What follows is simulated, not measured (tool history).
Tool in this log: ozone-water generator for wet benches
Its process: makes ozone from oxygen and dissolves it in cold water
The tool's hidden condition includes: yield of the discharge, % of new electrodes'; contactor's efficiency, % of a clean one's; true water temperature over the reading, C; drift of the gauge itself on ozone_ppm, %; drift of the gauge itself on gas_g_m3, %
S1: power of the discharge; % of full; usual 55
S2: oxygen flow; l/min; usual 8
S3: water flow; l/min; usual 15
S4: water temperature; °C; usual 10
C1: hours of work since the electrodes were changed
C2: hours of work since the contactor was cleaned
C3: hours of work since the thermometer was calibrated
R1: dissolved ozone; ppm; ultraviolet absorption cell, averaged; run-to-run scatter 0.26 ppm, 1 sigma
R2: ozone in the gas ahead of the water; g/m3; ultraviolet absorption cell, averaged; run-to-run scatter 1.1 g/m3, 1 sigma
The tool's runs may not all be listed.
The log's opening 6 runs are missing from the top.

Run 7, hour 188: usual settings but S3 9 l/min; C1 220; C2 7039; C3 2837. Result: R1 51.7 ppm, R2 201.3 g/m3.
Run 8, hour 228.4: usual settings but S3 9 l/min; C1 251; C2 7069; C3 2867. Result: R1 50.9 ppm, R2 200.2 g/m3.
Run 9, hour 248.6: usual settings but S3 9 l/min; C1 266; C2 7085; C3 2882. Result: R1 51 ppm, R2 199.7 g/m3.
Run 10, hour 281.7: usual settings; C1 290; C2 7109; C3 2907. Result: R1 37.4 ppm, R2 199.9 g/m3.
Run 11, hour 320.8: usual settings but S1 42 % of full; C1 320; C2 7139; C3 2937. Result: R1 30.3 ppm, R2 159.1 g/m3.
At hour 345.6: contactor cleaned.
Run 12, hour 360.8: usual settings but S1 42 % of full; C1 347; C2 11; C3 2964. Result: R1 31.8 ppm, R2 160.5 g/m3.
Run 13, hour 381.9: usual settings but S4 6 °C; C1 363; C2 27; C3 2979. Result: R1 42.1 ppm, R2 198.9 g/m3.
Run 14, hour 410.7: usual settings but S2 4.59 l/min; C1 384; C2 49; C3 3001. Result: R1 40.7 ppm, R2 276.2 g/m3.
Run 15, hour 429.8: usual settings but S2 4.59 l/min, S3 17 l/min; C1 398; C2 63; C3 3015. Result: R1 36.5 ppm, R2 279.1 g/m3.
Run 16, hour 471.5: usual settings but S2 4.59 l/min, S3 17 l/min; C1 430; C2 94; C3 3046. Result: R1 36.3 ppm, R2 277.6 g/m3.
Run 17, hour 504.3: usual settings but S2 4.59 l/min, S3 10 l/min, S4 6 °C; C1 454; C2 119; C3 3071. Result: R1 58.9 ppm, R2 273.9 g/m3.
Run 18, hour 524.1: usual settings but S1 75 % of full, S2 10.35 l/min, S3 18 l/min, S4 13 °C; C1 469; C2 134; C3 3086. Result: R1 39.7 ppm, R2 221.2 g/m3.
Run 19, hour 564.4: usual settings but S1 52 % of full, S3 16 l/min; C1 499; C2 164; C3 3116. Result: R1 35.3 ppm, R2 191.5 g/m3.
Run 20, hour 609.3: usual settings but S1 52 % of full, S3 16 l/min; C1 533; C2 198; C3 3150. Result: R1 35.5 ppm, R2 189.2 g/m3.
Run 21, hour 628.2: usual settings but S2 5.72 l/min, S3 17 l/min; C1 547; C2 212; C3 3164. Result: R1 36 ppm, R2 241.1 g/m3.
Run 22, hour 661.7: usual settings but S3 17 l/min, S4 7 °C; C1 572; C2 237; C3 3189. Result: R1 37.6 ppm, R2 198.5 g/m3.
Run 23, hour 685.3: usual settings but S1 42 % of full, S2 12.83 l/min, S3 14 l/min; C1 590; C2 255; C3 3207. Result: R1 29.1 ppm, R2 121.6 g/m3.
Run 24, hour 711.6: usual settings but S1 65 % of full, S4 17 °C; C1 609; C2 274; C3 3226. Result: R1 38.4 ppm, R2 226.6 g/m3.
Run 25, hour 743.6: usual settings but S4 8 °C; C1 633; C2 298; C3 3250. Result: R1 39.5 ppm, R2 198.9 g/m3.
Run 26, hour 776.6: usual settings but S1 41 % of full, S2 11.4 l/min, S3 13 l/min, S4 9 °C; C1 658; C2 323; C3 3275. Result: R1 31.5 ppm, R2 127.6 g/m3.
Run 27, hour 798.3: usual settings but S1 41 % of full, S2 11.4 l/min, S3 10 l/min, S4 9 °C; C1 674; C2 339; C3 3291. Result: R1 36.2 ppm, R2 127.4 g/m3.
Run 28, hour 816.5: usual settings but S1 41 % of full, S2 11.4 l/min, S3 10 l/min, S4 9 °C; C1 688; C2 353; C3 3305. Result: R1 36.1 ppm, R2 127.8 g/m3.
Run 29, hour 853.7: usual settings but S3 19 l/min, S4 13 °C; C1 716; C2 381; C3 3333. Result: R1 30.6 ppm, R2 198.5 g/m3.
Run 30, hour 877.3: usual settings but S1 49 % of full, S4 6 °C; C1 734; C2 398; C3 3350. Result: R1 37.7 ppm, R2 181 g/m3.
Run 31, hour 905.6: usual settings but S1 54 % of full, S2 12.63 l/min, S3 13 l/min, S4 17 °C; C1 755; C2 419; C3 3372. Result: R1 32 ppm, R2 150 g/m3.

5 options for the next run, each taken on its own from the tool as it stands now. Forecast them:
Run A, hour 939.8: usual settings but S2 9.78 l/min, S3 19 l/min, S4 12 °C; C1 780; C2 445; C3 3397. Result: R1 ?, R2 ?.
Run B, hour 939.8: usual settings but S3 16 l/min; C1 780; C2 445; C3 3397. Result: R1 ?, R2 ?.
Run C, hour 939.8: usual settings but S1 57 % of full, S2 5.33 l/min, S3 9 l/min, S4 17 °C; C1 780; C2 445; C3 3397. Result: R1 ?, R2 ?.
Run D, hour 939.8: usual settings but S2 5.49 l/min, S3 14 l/min; C1 780; C2 445; C3 3397. Result: R1 ?, R2 ?.
Run E, hour 939.8: usual settings but S1 95 % of full, S2 9.2 l/min, S3 13 l/min, S4 7 °C; C1 780; C2 445; C3 3397. Result: R1 ?, R2 ?.

run    R1     R2
  A  30.3  175.7
  B  36.5  196.3
  C  50.8    259
  D  41.9  245.4
  E  68.7  285.9
Stripped of hidden state, with their random variation kept, the same runs would have yielded:
run    R1     R2
  A    31  178.1
  B  37.3    199
  C  51.9  262.6
  D  42.8  248.7
  E  70.7  291.9
